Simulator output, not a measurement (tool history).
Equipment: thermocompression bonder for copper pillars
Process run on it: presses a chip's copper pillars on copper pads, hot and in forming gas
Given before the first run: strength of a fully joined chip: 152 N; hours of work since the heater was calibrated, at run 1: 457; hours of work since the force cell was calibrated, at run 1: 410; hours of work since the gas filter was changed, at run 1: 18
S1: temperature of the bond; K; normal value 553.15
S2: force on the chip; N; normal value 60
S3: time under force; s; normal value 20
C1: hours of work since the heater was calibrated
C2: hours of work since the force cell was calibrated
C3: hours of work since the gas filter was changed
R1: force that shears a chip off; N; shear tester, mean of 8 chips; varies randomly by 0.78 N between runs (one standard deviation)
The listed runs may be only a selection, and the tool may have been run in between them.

Run 1, hour 0: usual settings; C1 457; C2 410; C3 18. Result: R1 114.1 N.
Run 2, hour 35.7: usual settings; C1 480; C2 433; C3 40. Result: R1 115.2 N.
Run 3, hour 61: usual settings; C1 496; C2 449; C3 57. Result: R1 114 N.
Run 4, hour 82.1: usual settings; C1 510; C2 462; C3 70. Result: R1 114.5 N.
At hour 96.6: heater calibrated with a thermocouple chip.
Run 5, hour 125.9: usual settings; C1 19; C2 489; C3 97. Result: R1 106.1 N.
Run 6, hour 150.5: usual settings; C1 34; C2 505; C3 113. Result: R1 105.4 N.
Run 7, hour 184: usual settings; C1 56; C2 526; C3 134. Result: R1 105.4 N.
Run 8, hour 206.9: usual settings; C1 71; C2 541; C3 149. Result: R1 104.3 N.
Run 9, hour 248.7: usual settings; C1 97; C2 568; C3 176. Result: R1 106.7 N.
Run 10, hour 288.4: usual settings; C1 123; C2 593; C3 201. Result: R1 105.6 N.
Run 11, hour 312.4: usual settings; C1 138; C2 608; C3 216. Result: R1 104.2 N.
Run 12, hour 339.2: usual settings; C1 155; C2 626; C3 233. Result: R1 103.1 N.
Run 13, hour 368.8: usual settings; C1 174; C2 644; C3 252. Result: R1 104.2 N.
Run 14, hour 404.6: usual settings; C1 197; C2 667; C3 275. Result: R1 102.5 N.
Run 15, hour 434.4: usual settings; C1 216; C2 686; C3 294. Result: R1 103 N.
Run 16, hour 464.7: usual settings; C1 236; C2 706; C3 314. Result: R1 103.6 N.
At hour 473.9: forming gas filter changed.
Run 17, hour 502.2: usual settings but S2 49 N; C1 259; C2 729; C3 18. Result: R1 100.2 N.
Run 18, hour 529: usual settings; C1 276; C2 747; C3 35. Result: R1 112.2 N.
Run 19, hour 561: usual settings; C1 297; C2 767; C3 56. Result: R1 112.2 N.
Run 20, hour 580.8: usual settings; C1 310; C2 780; C3 68. Result: R1 112.6 N.
Run 21, hour 601.2: usual settings; C1 323; C2 793; C3 81. Result: R1 109.9 N.
Run 22, hour 639.4: usual settings; C1 347; C2 817; C3 106. Result: R1 110.8 N.
Run 23, hour 674.5: usual settings; C1 369; C2 840; C3 128. Result: R1 111.5 N.
Run 24, hour 710.8: usual settings; C1 393; C2 863; C3 152. Result: R1 108.8 N.
Run 25, hour 743.9: usual settings but S1 544.15 K; C1 414; C2 884; C3 173. Result: R1 102.4 N.
Run 26, hour 763.2: usual settings but S2 78 N, S3 15 s; C1 426; C2 897; C3 185. Result: R1 116.4 N.
Run 27, hour 796: usual settings but S1 572.15 K, S3 44 s; C1 447; C2 918; C3 206. Result: R1 132.9 N.
Run 28, hour 834.9: usual settings but S1 529.15 K, S3 19 s; C1 472; C2 942; C3 231. Result: R1 87.1 N.
Run 29, hour 857.1: usual settings but S1 529.15 K, S2 55 N, S3 24 s; C1 486; C2 957; C3 245. Result: R1 88.7 N.
Run 30, hour 895.7: usual settings but S1 583.15 K, S2 67 N, S3 21 s; C1 511; C2 981; C3 270. Result: R1 130.1 N.
At hour 906.8: heater calibrated with a thermocouple chip.
Run 31, hour 920: usual settings but S1 583.15 K, S2 67 N, S3 21 s; C1 8; C2 996; C3 284. Result: R1 126.5 N.
Run 32, hour 946.3: usual settings but S1 583.15 K, S2 67 N, S3 21 s; C1 25; C2 1012; C3 301. Result: R1 125.2 N.
At hour 974.3: forming gas filter changed.
Run 33, hour 976.3: usual settings but S3 13 s; C1 44; C2 1031; C3 1. Result: R1 98 N.
Run 34, hour 1014.4: usual settings but S1 548.15 K; C1 69; C2 1056; C3 26. Result: R1 105.4 N.
Run 35, hour 1041: usual settings but S1 558.15 K, S2 54 N, S3 21 s; C1 86; C2 1073; C3 43. Result: R1 108.5 N.
Run 36, hour 1082: usual settings but S1 558.15 K, S2 54 N, S3 21 s; C1 112; C2 1099; C3 69. Result: R1 109.4 N.
Run 37, hour 1117.6: usual settings but S1 568.15 K, S2 70 N, S3 17 s; C1 135; C2 1122; C3 92. Result: R1 125.6 N.
Run 38, hour 1140.5: usual settings but S1 543.15 K, S2 64 N, S3 21 s; C1 149; C2 1136; C3 106. Result: R1 104.2 N.
Run 39, hour 1166.9: usual settings but S1 543.15 K, S2 64 N, S3 21 s; C1 166; C2 1153; C3 123. Result: R1 105.5 N.

Below, each run's measurement less what the same run would have read without the hidden state. Both values contain the same run-to-run variation, but the gauge's scatter may not be the same in both:
The hidden state here: true temperature of the bond over the reading, C; force that reaches the chip, % of what is set; oxide that the forming gas leaves, % of the face; drift of the gauge itself on shear_n, %.
run     R1
  1     +5
  2   +4.8
  3   +4.4
  4   +4.2
  5   -3.6
  6   -3.7
  7   -4.2
  8   -4.2
  9   -4.8
 10   -5.1
 11   -5.3
 12   -5.5
 13     -6
 14   -6.3
 15   -6.6
 16     -7
 17   +3.1
 18   +2.6
 19   +2.2
 20     +2
 21   +1.8
 22   +1.3
 23     +1
 24   +0.5
 25   +1.1
 26   -0.9
 27   -5.5
 28   +1.9
 29   +1.8
 30   -7.1
 31  -11.3
 32  -11.7
 33   +0.6
 34   +0.3
 35   -0.1
 36   -0.5
 37   -1.8
 38   -0.6
 39   -0.9
